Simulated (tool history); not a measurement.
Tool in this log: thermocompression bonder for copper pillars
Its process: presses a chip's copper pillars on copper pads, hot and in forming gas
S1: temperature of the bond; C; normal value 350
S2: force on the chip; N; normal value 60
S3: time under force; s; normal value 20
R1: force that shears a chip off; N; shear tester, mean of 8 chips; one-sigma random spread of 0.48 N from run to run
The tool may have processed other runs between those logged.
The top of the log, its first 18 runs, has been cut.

run	day	S1	S2	S3	R1
19	43.254	351	62	43	73.7
# day 43.904: forming gas filter changed
20	44.867	350	78	47	87.0
21	47.083	364	41	41	68.6
22	49.083	340	75	11	45.6
23	52.171	370	75	43	94.7
# day 53.304: forming gas filter changed
24	55.350	370	75	43	98.6
25	56.754	370	54	18	63.4
26	59.796	370	54	18	63.4
27	61.992	349	60	38	71.0
# day 62.825: forming gas filter changed
28	64.854	349	60	38	73.5
29	67.238	379	85	20	88.8
30	69.133	322	70	15	42.5
# day 71.467: force cell calibrated
# day 72.125: forming gas filter changed
31	72.150	373	76	15	74.1
# day 72.492: heater calibrated with a thermocouple chip
32	74.492	339	60	38	62.1
33	76.825	339	60	14	41.7
34	79.079	360	49	46	72.0
35	80.483	360	49	46	73.2
# day 81.696: forming gas filter changed
36	83.621	356	51	43	73.3

Forecast each of these 4 alternatives for the next run:
A	86.575	378	60	20	?
B	86.575	353	60	20	?
C	86.575	353	39	14	?
D	86.575	356	56	59	?

run	R1
A	72.8
B	57.4
C	39.4
D	82.6
The same runs, with their run-to-run variation unchanged, on a tool lacking any hidden condition would have given:
run	R1
A	71.8
B	56.3
C	38.5
D	81.6

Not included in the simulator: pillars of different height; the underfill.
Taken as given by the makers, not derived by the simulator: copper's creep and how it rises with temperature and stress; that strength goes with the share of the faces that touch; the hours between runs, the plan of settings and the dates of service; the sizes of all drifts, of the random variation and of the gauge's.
